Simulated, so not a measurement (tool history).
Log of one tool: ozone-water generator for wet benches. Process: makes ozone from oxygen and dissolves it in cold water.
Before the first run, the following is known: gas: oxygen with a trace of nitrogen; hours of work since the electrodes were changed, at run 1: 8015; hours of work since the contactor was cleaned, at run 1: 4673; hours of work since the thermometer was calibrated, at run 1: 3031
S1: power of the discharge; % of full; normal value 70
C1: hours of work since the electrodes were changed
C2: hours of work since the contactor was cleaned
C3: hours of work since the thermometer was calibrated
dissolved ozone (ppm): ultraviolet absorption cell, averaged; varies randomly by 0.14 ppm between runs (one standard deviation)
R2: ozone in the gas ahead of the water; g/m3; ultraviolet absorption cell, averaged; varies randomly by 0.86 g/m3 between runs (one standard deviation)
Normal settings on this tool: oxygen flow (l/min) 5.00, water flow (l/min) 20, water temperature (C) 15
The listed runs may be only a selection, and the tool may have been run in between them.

{"run": 1, "day": 0.0, "S1": 70, "oxygen flow (l/min)": 5.0, "water flow (l/min)": 20, "water temperature (C)": 15, "C1": 8015, "C2": 4673, "C3": 3031, "dissolved ozone (ppm)": 12.6, "R2": 124.1}
{"run": 2, "day": 5.825, "S1": 70, "oxygen flow (l/min)": 5.0, "water flow (l/min)": 20, "water temperature (C)": 15, "C1": 8138, "C2": 4796, "C3": 3154, "dissolved ozone (ppm)": 12.4, "R2": 120.3}
{"run": 3, "day": 15.225, "S1": 51, "oxygen flow (l/min)": 5.0, "water flow (l/min)": 20, "water temperature (C)": 15, "C1": 8336, "C2": 4995, "C3": 3352, "dissolved ozone (ppm)": 10.6, "R2": 100.3}
{"run": 4, "day": 24.304, "S1": 70, "oxygen flow (l/min)": 5.0, "water flow (l/min)": 20, "water temperature (C)": 15, "C1": 8528, "C2": 5186, "C3": 3544, "dissolved ozone (ppm)": 12.7, "R2": 120.8}
{"run": 5, "day": 33.975, "S1": 70, "oxygen flow (l/min)": 6.3, "water flow (l/min)": 20, "water temperature (C)": 15, "C1": 8732, "C2": 5391, "C3": 3748, "dissolved ozone (ppm)": 13.0, "R2": 110.0}
{"run": 6, "day": 41.154, "S1": 70, "oxygen flow (l/min)": 5.0, "water flow (l/min)": 20, "water temperature (C)": 8, "C1": 8884, "C2": 5542, "C3": 3900, "dissolved ozone (ppm)": 13.6, "R2": 120.0}
{"run": 7, "day": 45.525, "S1": 70, "oxygen flow (l/min)": 5.0, "water flow (l/min)": 20, "water temperature (C)": 8, "C1": 8976, "C2": 5635, "C3": 3992, "dissolved ozone (ppm)": 13.8, "R2": 119.8}
{"run": 8, "day": 49.975, "S1": 70, "oxygen flow (l/min)": 5.0, "water flow (l/min)": 20, "water temperature (C)": 15, "C1": 9070, "C2": 5729, "C3": 4086, "dissolved ozone (ppm)": 12.5, "R2": 119.1}
{"run": 9, "day": 55.3, "S1": 70, "oxygen flow (l/min)": 5.0, "water flow (l/min)": 20, "water temperature (C)": 15, "C1": 9183, "C2": 5841, "C3": 4199, "dissolved ozone (ppm)": 12.4, "R2": 119.7}
{"run": 10, "day": 62.875, "S1": 70, "oxygen flow (l/min)": 5.0, "water flow (l/min)": 20, "water temperature (C)": 15, "C1": 9343, "C2": 6001, "C3": 4359, "dissolved ozone (ppm)": 12.1, "R2": 118.9}
{"run": 11, "day": 67.042, "S1": 70, "oxygen flow (l/min)": 5.0, "water flow (l/min)": 20, "water temperature (C)": 15, "C1": 9431, "C2": 6089, "C3": 4447, "dissolved ozone (ppm)": 12.1, "R2": 118.3}
{"run": 12, "day": 76.517, "S1": 70, "oxygen flow (l/min)": 5.0, "water flow (l/min)": 20, "water temperature (C)": 15, "C1": 9631, "C2": 6289, "C3": 4647, "dissolved ozone (ppm)": 12.3, "R2": 117.1}
{"run": 13, "day": 85.096, "S1": 70, "oxygen flow (l/min)": 5.0, "water flow (l/min)": 20, "water temperature (C)": 15, "C1": 9812, "C2": 6470, "C3": 4828, "dissolved ozone (ppm)": 12.2, "R2": 116.5}
{"run": 14, "day": 90.517, "S1": 70, "oxygen flow (l/min)": 5.81, "water flow (l/min)": 20, "water temperature (C)": 15, "C1": 9926, "C2": 6585, "C3": 4943, "dissolved ozone (ppm)": 12.5, "R2": 110.7}
{"run": 15, "day": 97.692, "S1": 70, "oxygen flow (l/min)": 5.81, "water flow (l/min)": 20, "water temperature (C)": 15, "C1": 10078, "C2": 6736, "C3": 5094, "dissolved ozone (ppm)": 12.6, "R2": 109.0}
{"run": 16, "day": 107.35, "S1": 70, "oxygen flow (l/min)": 5.81, "water flow (l/min)": 20, "water temperature (C)": 15, "C1": 10282, "C2": 6940, "C3": 5298, "dissolved ozone (ppm)": 12.2, "R2": 110.2}
{"run": 17, "day": 114.408, "S1": 70, "oxygen flow (l/min)": 5.81, "water flow (l/min)": 20, "water temperature (C)": 15, "C1": 10431, "C2": 7089, "C3": 5447, "dissolved ozone (ppm)": 12.3, "R2": 110.3}
{"day": 115.633, "done": "water thermometer calibrated"}
{"run": 18, "day": 124.325, "S1": 49, "oxygen flow (l/min)": 4.84, "water flow (l/min)": 13, "water temperature (C)": 15, "C1": 10640, "C2": 7298, "C3": 184, "dissolved ozone (ppm)": 13.1, "R2": 95.7}
{"day": 128.688, "done": "contactor cleaned"}
{"run": 19, "day": 129.804, "S1": 43, "oxygen flow (l/min)": 5.0, "water flow (l/min)": 30, "water temperature (C)": 11, "C1": 10752, "C2": 24, "C3": 296, "dissolved ozone (ppm)": 7.2, "R2": 88.6}
{"run": 20, "day": 136.996, "S1": 70, "oxygen flow (l/min)": 3.5, "water flow (l/min)": 29, "water temperature (C)": 11, "C1": 10904, "C2": 175, "C3": 448, "dissolved ozone (ppm)": 8.5, "R2": 130.3}
{"run": 21, "day": 142.4, "S1": 92, "oxygen flow (l/min)": 3.5, "water flow (l/min)": 29, "water temperature (C)": 14, "C1": 11018, "C2": 290, "C3": 562, "dissolved ozone (ppm)": 9.6, "R2": 152.1}
{"run": 22, "day": 147.633, "S1": 90, "oxygen flow (l/min)": 3.62, "water flow (l/min)": 28, "water temperature (C)": 14, "C1": 11129, "C2": 400, "C3": 672, "dissolved ozone (ppm)": 9.8, "R2": 147.3}
{"run": 23, "day": 155.392, "S1": 90, "oxygen flow (l/min)": 4.14, "water flow (l/min)": 28, "water temperature (C)": 14, "C1": 11293, "C2": 564, "C3": 836, "dissolved ozone (ppm)": 10.1, "R2": 137.6}
{"run": 24, "day": 161.775, "S1": 49, "oxygen flow (l/min)": 2.97, "water flow (l/min)": 29, "water temperature (C)": 11, "C1": 11427, "C2": 699, "C3": 971, "dissolved ozone (ppm)": 6.3, "R2": 112.5}
{"run": 25, "day": 169.712, "S1": 90, "oxygen flow (l/min)": 5.69, "water flow (l/min)": 20, "water temperature (C)": 11, "C1": 11595, "C2": 866, "C3": 1139, "dissolved ozone (ppm)": 15.3, "R2": 123.9}
{"run": 26, "day": 173.75, "S1": 90, "oxygen flow (l/min)": 5.69, "water flow (l/min)": 20, "water temperature (C)": 11, "C1": 11680, "C2": 952, "C3": 1224, "dissolved ozone (ppm)": 14.9, "R2": 121.1}
{"day": 174.875, "done": "electrodes of the discharge changed"}
{"run": 27, "day": 178.217, "S1": 90, "oxygen flow (l/min)": 5.69, "water flow (l/min)": 20, "water temperature (C)": 8, "C1": 71, "C2": 1041, "C3": 1313, "dissolved ozone (ppm)": 20.3, "R2": 159.9}
{"run": 28, "day": 187.4, "S1": 90, "oxygen flow (l/min)": 5.69, "water flow (l/min)": 20, "water temperature (C)": 8, "C1": 265, "C2": 1235, "C3": 1507, "dissolved ozone (ppm)": 20.0, "R2": 158.3}
{"run": 29, "day": 192.808, "S1": 43, "oxygen flow (l/min)": 5.0, "water flow (l/min)": 22, "water temperature (C)": 15, "C1": 379, "C2": 1349, "C3": 1621, "dissolved ozone (ppm)": 10.0, "R2": 99.5}
{"run": 30, "day": 201.117, "S1": 43, "oxygen flow (l/min)": 2.65, "water flow (l/min)": 22, "water temperature (C)": 8, "C1": 554, "C2": 1524, "C3": 1797, "dissolved ozone (ppm)": 8.6, "R2": 127.9}
{"run": 31, "day": 205.138, "S1": 95, "oxygen flow (l/min)": 5.11, "water flow (l/min)": 20, "water temperature (C)": 21, "C1": 639, "C2": 1609, "C3": 1882, "dissolved ozone (ppm)": 17.1, "R2": 168.3}
{"run": 32, "day": 212.521, "S1": 71, "oxygen flow (l/min)": 3.75, "water flow (l/min)": 19, "water temperature (C)": 17, "C1": 795, "C2": 1765, "C3": 2037, "dissolved ozone (ppm)": 14.3, "R2": 154.5}
{"run": 33, "day": 218.367, "S1": 46, "oxygen flow (l/min)": 3.33, "water flow (l/min)": 20, "water temperature (C)": 15, "C1": 919, "C2": 1889, "C3": 2161, "dissolved ozone (ppm)": 10.1, "R2": 121.9}

Hidden state at the last listed run before each entry between runs and at the first one after, where it differs:
Runs 17 to 18: water thermometer calibrated (day 115.633)
  yield of the discharge, % of new electrodes': 82.4 -> 82.1; contactor's efficiency, % of a clean one's: 88.4 -> 88; true water temperature over the reading, C: 0.19 -> 0.02
  measured minus no-state result, dissolved ozone (ppm): -3.5 -> -3.0; R2: -23.5 -> -16.0 g/m3
Runs 18 to 19: contactor cleaned (day 128.688)
  yield of the discharge, % of new electrodes': 82.1 -> 81.8; contactor's efficiency, % of a clean one's: 88 -> 98.6; true water temperature over the reading, C: 0.02 -> 0.03
  measured minus no-state result, dissolved ozone (ppm): -3.0 -> -1.1; R2: -16.0 -> -13.3 g/m3
Runs 26 to 27: electrodes of the discharge changed (day 174.875)
  yield of the discharge, % of new electrodes': 80.2 -> 100.1; contactor's efficiency, % of a clean one's: 97 -> 96.9
  measured minus no-state result, dissolved ozone (ppm): -4.6 -> -0.3; R2: -35.0 -> +0.2 g/m3

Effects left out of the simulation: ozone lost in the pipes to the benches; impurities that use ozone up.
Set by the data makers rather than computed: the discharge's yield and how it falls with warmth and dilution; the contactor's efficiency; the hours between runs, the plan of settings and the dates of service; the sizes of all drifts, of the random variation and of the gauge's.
